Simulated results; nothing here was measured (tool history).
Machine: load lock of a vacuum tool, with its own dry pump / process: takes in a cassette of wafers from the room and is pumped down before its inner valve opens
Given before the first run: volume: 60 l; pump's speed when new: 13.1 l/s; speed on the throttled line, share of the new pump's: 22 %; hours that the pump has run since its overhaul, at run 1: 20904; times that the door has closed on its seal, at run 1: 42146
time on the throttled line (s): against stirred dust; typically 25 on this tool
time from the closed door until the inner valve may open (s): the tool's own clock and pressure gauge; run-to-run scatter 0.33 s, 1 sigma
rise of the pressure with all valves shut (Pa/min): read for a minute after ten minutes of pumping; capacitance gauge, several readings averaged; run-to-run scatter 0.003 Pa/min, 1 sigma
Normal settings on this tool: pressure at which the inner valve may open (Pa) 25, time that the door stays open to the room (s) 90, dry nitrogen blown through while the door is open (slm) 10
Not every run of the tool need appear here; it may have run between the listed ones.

run    hour  time on the throttled line (s)  pressure at which the inner valve may open (Pa)  time that the door stays open to the room (s)  dry nitrogen blown through while the door is open (slm)  hours that the pump has run since its overhaul  times that the door has closed on its seal  incoming humidity of the room's air, %  time from the closed door until the inner valve may open (s)  rise of the pressure with all valves shut (Pa/min)
  1     0.0                              25                                               25                                             90                                                       10                                           20904                                       42146                                    46.2                                                          61.6                                               0.574
       92.5  -- dry pump taken out, an overhauled one fitted
  2   450.3                              25                                               20                                             90                                                       10                                             358                                       43796                                    43.4                                                          58.4                                               0.599
      582.5  -- door's seal changed, seat wiped
  3   910.4                              25                                               20                                             90                                                       10                                             816                                        1217                                    46.4                                                          58.5                                               0.035
  4  1398.0                              25                                               25                                             90                                                       10                                            1304                                        3029                                    45.2                                                          58.0                                               0.041
  5  1866.0                              25                                               25                                             90                                                       10                                            1772                                        4767                                    49.4                                                          57.7                                               0.055
  6  2364.0                              25                                               25                                             90                                                       29                                            2270                                        6617                                    43.5                                                          58.3                                               0.051
  7  2785.6                              25                                               25                                             90                                                       10                                            2692                                        8183                                    42.9                                                          58.1                                               0.072
  8  3196.8                              25                                               25                                             90                                                       10                                            3103                                        9710                                    44.8                                                          58.5                                               0.078
  9  3615.6                              23                                               25                                             90                                                       10                                            3522                                       11265                                    42.1                                                          56.8                                               0.095
 10  3926.3                              30                                               25                                             90                                                       17                                            3832                                       12419                                    43.2                                                          61.8                                               0.095
 11  4462.3                              23                                               19                                             45                                                       10                                            4368                                       14410                                    43.0                                                          58.1                                               0.110
 12  4727.2                              23                                               30                                             45                                                        7                                            4633                                       15394                                    45.3                                                          56.5                                               0.114
 13  5096.4                              23                                               38                                             63                                                        7                                            5002                                       16765                                    43.5                                                          54.9                                               0.135
 14  5440.8                              23                                               38                                             63                                                        7                                            5347                                       18045                                    48.3                                                          54.4                                               0.145
 15  5860.9                              23                                               38                                             63                                                        7                                            5767                                       19605                                    44.4                                                          55.1                                               0.166

Each row is a separate what-if for the run after 15, all from the same tool condition, not one after another. Results?
  A  6102.8                              23                                               25                                             63                                                        7                                            6009                                       20503                                    44.4                                                             ?                                                   ?
  B  6102.8                              23                                               42                                             63                                                        7                                            6009                                       20503                                    43.6                                                             ?                                                   ?
  C  6102.8                              25                                               25                                             90                                                        5                                            6009                                       20503                                    44.9                                                             ?                                                   ?
  D  6102.8                              25                                               44                                             90                                                       37                                            6009                                       20503                                    43.8                                                             ?                                                   ?
  E  6102.8                              13                                               38                                             87                                                        7                                            6009                                       20503                                    43.9                                                             ?                                                   ?

run  time from the closed door until the inner valve may open (s)  rise of the pressure with all valves shut (Pa/min)
  A                                                          57.5                                               0.178
  B                                                          54.9                                               0.167
  C                                                          57.9                                               0.180
  D                                                          56.3                                               0.160
  E                                                          47.2                                               0.170
With no hidden state in the tool, these same runs would have given:
run  time from the closed door until the inner valve may open (s)  rise of the pressure with all valves shut (Pa/min)
  A                                                          56.7                                               0.037
  B                                                          54.2                                               0.031
  C                                                          57.2                                               0.040
  D                                                          55.6                                               0.021
  E                                                          46.3                                               0.031

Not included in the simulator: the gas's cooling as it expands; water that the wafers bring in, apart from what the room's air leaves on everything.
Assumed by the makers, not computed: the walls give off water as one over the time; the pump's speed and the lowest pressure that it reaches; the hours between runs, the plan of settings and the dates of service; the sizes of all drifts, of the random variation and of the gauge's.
